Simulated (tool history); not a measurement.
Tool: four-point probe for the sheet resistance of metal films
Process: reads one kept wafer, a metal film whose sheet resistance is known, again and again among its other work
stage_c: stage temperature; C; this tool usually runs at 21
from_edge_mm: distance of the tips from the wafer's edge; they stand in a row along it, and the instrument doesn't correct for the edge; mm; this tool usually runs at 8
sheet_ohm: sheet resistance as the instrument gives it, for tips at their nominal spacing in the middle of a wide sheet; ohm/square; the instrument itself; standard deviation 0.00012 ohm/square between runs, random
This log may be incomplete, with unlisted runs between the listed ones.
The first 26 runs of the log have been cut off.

run	hour	stage_c	from_edge_mm	sheet_ohm
27	1050.9	19	3	0.64783
28	1086.8	19	3	0.647598
29	1139.9	19	3	0.647435
30	1186	19	3	0.647264
31	1237.2	32	14	0.59724
32	1284.2	30	31	0.595173
33	1336.7	31	7	0.604846
34	1386.9	24	29	0.595405
35	1419	28	19	0.595857
36	1449.5	34	12	0.597727
37	1501	21	8	0.602661
38	1540.6	21	8	0.602637
39	1576.4	20	5	0.614705
40	1620.3	29	6	0.608273
41	1668.6	29	6	0.607921
42	1713.1	22	19	0.595678
43	1743.9	22	19	0.5956
44	1788.3	21	15	0.59642

What if the next run were any one of these 5? Each begins from the tool's condition after run 44:
A	1841.5	30	8	?
B	1841.5	20	37	?
C	1841.5	27	8	?
D	1841.5	25	15	?
E	1841.5	28	58	?

run	sheet_ohm
A	0.601598
B	0.594692
C	0.601864
D	0.596227
E	0.593777
Without the tool's unlogged condition, the same runs would have read:
run	sheet_ohm
A	0.603616
B	0.59668
C	0.60388
D	0.598224
E	0.59577
